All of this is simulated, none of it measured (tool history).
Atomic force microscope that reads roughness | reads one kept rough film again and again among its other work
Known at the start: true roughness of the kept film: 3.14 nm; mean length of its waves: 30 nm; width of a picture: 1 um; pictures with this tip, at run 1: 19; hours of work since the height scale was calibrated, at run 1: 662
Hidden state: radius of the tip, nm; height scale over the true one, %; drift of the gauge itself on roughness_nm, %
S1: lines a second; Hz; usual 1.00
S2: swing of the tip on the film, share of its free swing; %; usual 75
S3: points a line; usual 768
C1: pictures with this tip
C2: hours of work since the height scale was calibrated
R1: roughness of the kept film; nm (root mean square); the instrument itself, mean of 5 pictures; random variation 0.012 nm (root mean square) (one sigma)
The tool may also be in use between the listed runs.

run	hour	S1	S2	S3	C1	C2	R1
1	0.0	1.00	75	768	19	662	2.672
2	16.9	1.00	75	350	48	674	2.572
3	28.3	1.00	75	768	68	681	2.522
4	45.3	1.00	76	768	98	692	2.451
5	64.7	1.00	75	768	131	705	2.365
# hour 83.7: new tip fitted
6	88.1	1.00	75	675	8	720	2.717
7	108.7	1.00	75	323	43	734	2.567
8	120.4	1.00	75	323	64	742	2.503
9	136.8	1.72	75	768	92	752	2.394
10	155.5	1.72	75	768	124	765	2.317
11	166.9	1.00	75	768	144	772	2.349
# hour 178.5: new tip fitted
12	181.2	1.00	55	768	5	781	2.795
13	196.7	1.00	55	768	31	792	2.712
14	219.8	1.00	75	768	71	807	2.519
15	235.2	1.00	75	768	98	817	2.430
16	259.7	1.00	75	768	140	833	2.336
# hour 272.5: new tip fitted
17	281.6	1.00	75	768	15	847	2.690
18	297.4	1.00	75	768	43	858	2.617
19	314.0	1.00	75	768	71	869	2.518
20	339.3	1.00	75	768	115	885	2.424
21	355.1	1.00	75	561	142	896	2.344
# hour 366.5: new tip fitted
22	379.9	1.00	75	561	23	912	2.628
23	398.2	1.00	75	561	55	924	2.574
24	416.0	1.00	60	768	86	936	2.557
25	433.4	1.00	60	980	116	947	2.457
26	458.8	1.00	60	980	160	964	2.354
# hour 461.5: new tip fitted
27	471.6	1.62	85	980	18	972	2.493
28	491.9	1.41	87	922	53	986	2.425
29	506.1	1.00	75	468	78	995	2.472
30	522.9	2.20	83	456	107	1006	2.191
31	547.6	1.54	87	750	149	1022	2.159
# hour 549.9: height scale calibrated on a step standard
# hour 556.7: new tip fitted
32	569.2	0.54	56	451	22	12	2.749
33	592.2	0.79	57	768	62	28	2.654
34	607.1	1.00	67	768	88	37	2.529
# hour 628.1: height scale calibrated on a step standard, once more
35	628.1	0.66	67	634	122	0	2.461
36	645.1	1.00	89	768	152	11	2.227
# hour 652.2: new tip fitted
37	660.0	1.23	89	768	13	21	2.521
38	670.5	1.58	68	738	32	28	2.639
39	688.6	1.58	68	738	63	40	2.534
40	710.5	1.00	56	768	101	54	2.520
41	726.8	1.03	78	400	129	65	2.331
# hour 745.7: new tip fitted
42	752.2	1.03	78	400	11	81	2.657
43	767.8	1.77	78	575	38	92	2.517
44	778.8	1.77	66	360	57	99	2.537
45	790.1	3.45	86	468	76	106	2.076
46	814.1	3.45	86	468	118	122	1.981
47	837.0	0.82	86	468	157	137	2.274
# hour 839.6: new tip fitted
48	858.5	0.87	70	739	33	151	2.650
49	874.6	1.33	84	286	60	162	2.393
50	887.5	1.33	84	286	83	170	2.345
51	905.6	1.00	58	985	114	182	2.481
52	917.5	3.37	68	598	135	190	2.259

Hidden state or all else? Some run-to-run changes of R1, split into what the settings, what came in and random variation would give without the hidden state, and what is left for the hidden state (with any gauge scatter that isn't in both results):
Run 11 -> 12: S2 75 -> 55, new tip fitted. R1 +0.446 nm (root mean square): hidden state +0.363, all else +0.083.
Run 16 -> 17: new tip fitted. R1 +0.354 nm (root mean square): hidden state +0.354, all else +0.000.
Run 26 -> 27: S1 1.00 -> 1.62, S2 60 -> 85, new tip fitted. R1 +0.139 nm (root mean square): hidden state +0.400, all else -0.261.
Run 31 -> 32: S1 1.54 -> 0.54, S2 87 -> 56, S3 750 -> 451, height scale calibrated on a step standard, new tip fitted. R1 +0.590 nm (root mean square): hidden state +0.318, all else +0.272.
Run 44 -> 45: S1 1.77 -> 3.45, S2 66 -> 86, S3 360 -> 468. R1 -0.461 nm (root mean square): hidden state -0.017, all else -0.444.
